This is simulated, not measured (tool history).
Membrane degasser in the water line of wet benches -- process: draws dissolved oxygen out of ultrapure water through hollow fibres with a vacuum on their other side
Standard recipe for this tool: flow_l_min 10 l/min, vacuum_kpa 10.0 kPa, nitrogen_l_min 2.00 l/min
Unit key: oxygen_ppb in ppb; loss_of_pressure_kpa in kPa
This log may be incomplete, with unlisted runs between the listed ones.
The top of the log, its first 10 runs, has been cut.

| run | hour | flow_l_min | vacuum_kpa | nitrogen_l_min | hours since the membrane was changed | hours since the vacuum gauge was calibrated | hours since the vacuum lines were made tight | oxygen_ppb | loss_of_pressure_kpa |
|---|---|---|---|---|---|---|---|---|---|
| 11 | 578.5 | 10 | 10.0 | 1.64 | 2839 | 4060 | 6280 | 407.9 | 48.67 |
| 12 | 622.7 | 10 | 10.0 | 2.00 | 2883 | 4104 | 6324 | 385.0 | 48.64 |
|  | 628.2 | vacuum gauge calibrated |
| 13 | 685.5 | 10 | 10.0 | 2.00 | 2945 | 57 | 6386 | 390.8 | 48.89 |
| 14 | 724.8 | 10 | 10.0 | 2.00 | 2985 | 97 | 6425 | 387.9 | 48.61 |
| 15 | 764.9 | 10 | 10.0 | 2.00 | 3025 | 137 | 6466 | 389.8 | 48.53 |
| 16 | 803.7 | 10 | 10.0 | 2.00 | 3064 | 175 | 6504 | 388.8 | 48.79 |
|  | 848.8 | seals of the vacuum lines changed |
| 17 | 848.8 | 10 | 10.0 | 2.93 | 3107 | 219 | 0 | 360.0 | 49.08 |
| 18 | 891.7 | 10 | 16.3 | 3.77 | 3150 | 261 | 43 | 384.1 | 48.93 |
| 19 | 952.2 | 10 | 9.0 | 1.07 | 3210 | 322 | 103 | 441.1 | 48.85 |
|  | 985.8 | vacuum gauge calibrated, once more |
| 20 | 1004.7 | 14 | 9.5 | 4.62 | 3262 | 19 | 155 | 500.3 | 68.52 |
| 21 | 1056.8 | 14 | 9.5 | 4.62 | 3314 | 71 | 208 | 493.6 | 68.87 |
| 22 | 1098.0 | 14 | 22.2 | 2.36 | 3355 | 112 | 249 | 689.9 | 68.33 |
| 23 | 1160.7 | 14 | 22.2 | 2.36 | 3418 | 175 | 311 | 687.6 | 68.22 |
| 24 | 1232.8 | 14 | 22.2 | 2.19 | 3490 | 247 | 383 | 696.4 | 68.41 |
| 25 | 1276.6 | 14 | 22.2 | 2.19 | 3534 | 291 | 427 | 707.7 | 67.99 |
| 26 | 1347.0 | 14 | 22.2 | 2.19 | 3604 | 361 | 498 | 700.1 | 68.78 |
| 27 | 1406.0 | 14 | 6.7 | 0.94 | 3663 | 420 | 557 | 553.5 | 68.46 |
| 28 | 1454.9 | 14 | 6.7 | 0.94 | 3712 | 469 | 606 | 546.6 | 68.53 |
| 29 | 1498.7 | 10 | 13.6 | 1.50 | 3756 | 513 | 649 | 466.5 | 49.06 |
| 30 | 1563.9 | 12 | 11.4 | 5.50 | 3821 | 578 | 715 | 420.7 | 58.43 |
| 31 | 1610.5 | 12 | 11.4 | 5.50 | 3868 | 625 | 761 | 414.1 | 58.85 |
| 32 | 1683.2 | 15 | 23.5 | 0.93 | 3941 | 697 | 834 | 1101.7 | 73.48 |

Forecast each of these 3 alternatives for the next run:
| A | 1735.8 | 6 | 7.7 | 1.77 | 3993 | 750 | 886 | ? | ? |
| B | 1735.8 | 9 | 8.6 | 1.14 | 3993 | 750 | 886 | ? | ? |
| C | 1735.8 | 15 | 20.3 | 0.93 | 3993 | 750 | 886 | ? | ? |

| run | oxygen_ppb | loss_of_pressure_kpa |
|---|---|---|
| A | 195.6 | 29.37 |
| B | 373.0 | 44.09 |
| C | 1016.7 | 73.42 |
Without the tool's unlogged condition, the same runs would have read:
| run | oxygen_ppb | loss_of_pressure_kpa |
|---|---|---|
| A | 182.4 | 28.75 |
| B | 353.2 | 43.15 |
| C | 989.8 | 71.87 |

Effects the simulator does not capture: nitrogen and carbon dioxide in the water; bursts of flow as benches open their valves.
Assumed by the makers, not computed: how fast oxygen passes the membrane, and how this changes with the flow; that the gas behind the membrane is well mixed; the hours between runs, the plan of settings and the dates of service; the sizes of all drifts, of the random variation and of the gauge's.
